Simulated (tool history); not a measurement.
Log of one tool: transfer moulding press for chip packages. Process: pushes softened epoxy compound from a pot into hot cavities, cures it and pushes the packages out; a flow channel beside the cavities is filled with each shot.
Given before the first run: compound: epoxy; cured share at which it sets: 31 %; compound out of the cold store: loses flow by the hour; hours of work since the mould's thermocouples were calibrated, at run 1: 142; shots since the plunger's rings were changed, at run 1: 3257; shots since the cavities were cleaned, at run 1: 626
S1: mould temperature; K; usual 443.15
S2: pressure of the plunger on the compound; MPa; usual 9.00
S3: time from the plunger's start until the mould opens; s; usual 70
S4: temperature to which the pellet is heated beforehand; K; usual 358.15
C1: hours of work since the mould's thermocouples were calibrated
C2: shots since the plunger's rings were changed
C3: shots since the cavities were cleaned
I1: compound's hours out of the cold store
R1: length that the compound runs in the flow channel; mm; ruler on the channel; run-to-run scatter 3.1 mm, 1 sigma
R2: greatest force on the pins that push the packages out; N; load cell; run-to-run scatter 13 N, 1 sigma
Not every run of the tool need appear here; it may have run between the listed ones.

Run 1, day 0.000: usual settings; C1 142; C2 3257; C3 626; I1 8.5. Result: R1 884 mm, R2 694 N.
At day 0.683: cavities cleaned with cleaning compound and waxed.
Run 2, day 2.112: usual settings; C1 180; C2 4182; C3 645; I1 39.5. Result: R1 711 mm, R2 593 N.
At day 2.821: cavities cleaned with cleaning compound and waxed.
Run 3, day 3.138: usual settings; C1 198; C2 4617; C3 143; I1 31.9. Result: R1 745 mm, R2 607 N.
At day 5.012: cavities cleaned with cleaning compound and waxed.
Run 4, day 5.071: usual settings; C1 232; C2 5462; C3 28; I1 27.0. Result: R1 775 mm, R2 639 N.
At day 6.992: plunger's sealing rings changed.
Run 5, day 7.021: usual settings; C1 266; C2 13; C3 859; I1 40.8. Result: R1 709 mm, R2 608 N.
At day 7.183: cavities cleaned with cleaning compound and waxed.
Run 6, day 8.846: usual settings; C1 299; C2 808; C3 749; I1 21.8. Result: R1 802 mm, R2 615 N.
At day 9.233: cavities cleaned with cleaning compound and waxed.
Run 7, day 9.979: usual settings; C1 319; C2 1292; C3 337; I1 17.0. Result: R1 827 mm, R2 644 N.
At day 11.292: cavities cleaned with cleaning compound and waxed.
Run 8, day 11.583: usual settings; C1 347; C2 1988; C3 131; I1 40.1. Result: R1 711 mm, R2 608 N.
At day 13.321: cavities cleaned with cleaning compound and waxed.
Run 9, day 13.638: usual settings; C1 384; C2 2886; C3 142; I1 44.8. Result: R1 688 mm, R2 601 N.
At day 15.329: cavities cleaned with cleaning compound and waxed.
Run 10, day 15.508: usual settings; C1 417; C2 3702; C3 81; I1 16.4. Result: R1 832 mm, R2 659 N.
Run 11, day 16.783: usual settings; C1 441; C2 4279; C3 658; I1 45.9. Result: R1 685 mm, R2 608 N.
At day 17.379: cavities cleaned with cleaning compound and waxed.
Run 12, day 17.750: usual settings; C1 457; C2 4685; C3 166; I1 40.4. Result: R1 702 mm, R2 610 N.
Run 13, day 18.883: usual settings but S1 445.15 K; C1 478; C2 5197; C3 678; I1 44.7. Result: R1 681 mm, R2 526 N.
At day 19.496: cavities cleaned with cleaning compound and waxed.
Run 14, day 20.125: usual settings but S1 445.15 K; C1 500; C2 5729; C3 284; I1 43.4. Result: R1 686 mm, R2 520 N.
At day 20.767: mould's thermocouples calibrated.
At day 21.583: plunger's sealing rings changed.
At day 21.762: cavities cleaned with cleaning compound and waxed.
Run 15, day 22.325: usual settings but S2 8.34 MPa, S3 55 s; C1 26; C2 308; C3 254; I1 36.5. Result: R1 702 mm, R2 1081 N.
At day 23.888: cavities cleaned with cleaning compound and waxed.
Run 16, day 24.442: usual settings but S1 437.15 K, S3 106 s; C1 64; C2 1235; C3 251; I1 29.3. Result: R1 787 mm, R2 473 N.
Run 17, day 25.812: usual settings but S3 73 s; C1 89; C2 1854; C3 870; I1 10.0. Result: R1 870 mm, R2 617 N.
At day 25.983: cavities cleaned with cleaning compound and waxed.
Run 18, day 27.696: usual settings but S3 73 s; C1 122; C2 2675; C3 773; I1 33.0. Result: R1 750 mm, R2 577 N.
At day 28.108: cavities cleaned with cleaning compound and waxed.
Run 19, day 29.042: usual settings but S1 438.15 K, S4 364.15 K; C1 146; C2 3253; C3 421; I1 46.9. Result: R1 684 mm, R2 806 N.
At day 30.225: cavities cleaned with cleaning compound and waxed.
Run 20, day 30.767: usual settings but S1 440.15 K, S2 9.47 MPa, S3 53 s, S4 353.15 K; C1 177; C2 4003; C3 244; I1 41.7. Result: R1 729 mm, R2 1533 N.
At day 32.358: cavities cleaned with cleaning compound and waxed.
Run 21, day 32.954: usual settings but S1 440.15 K, S2 9.47 MPa, S3 91 s, S4 353.15 K; C1 216; C2 4962; C3 268; I1 37.1. Result: R1 750 mm, R2 472 N.
At day 34.408: cavities cleaned with cleaning compound and waxed.
Run 22, day 34.796: usual settings but S2 7.92 MPa, S3 92 s, S4 352.15 K; C1 249; C2 5765; C3 175; I1 13.8. Result: R1 789 mm, R2 481 N.
At day 35.967: plunger's sealing rings changed.
Run 23, day 36.208: usual settings but S4 353.15 K; C1 273; C2 107; C3 765; I1 45.6. Result: R1 683 mm, R2 617 N.
At day 36.600: cavities cleaned with cleaning compound and waxed.
Run 24, day 37.871: usual settings but S2 9.82 MPa, S3 57 s, S4 366.15 K; C1 303; C2 830; C3 574; I1 27.3. Result: R1 804 mm, R2 1006 N.
At day 38.675: cavities cleaned with cleaning compound and waxed.
Run 25, day 39.733: usual settings but S2 9.82 MPa, S3 57 s, S4 366.15 K; C1 336; C2 1643; C3 479; I1 10.0. Result: R1 907 mm, R2 1171 N.

The next listed run, before its measurement:
At day 40.742: cavities cleaned with cleaning compound and waxed.
Run 26, day 41.933: usual settings but S1 439.15 K, S2 9.82 MPa, S3 62 s, S4 367.15 K; C1 375; C2 2606; C3 538; I1 44.4. Result: R1 ?, R2 ?.

R1: 731 mm
R2: 964 N
Were there no unlogged condition in the tool, this run, its random variation unchanged, would have produced R1 732 mm, R2 956 N.
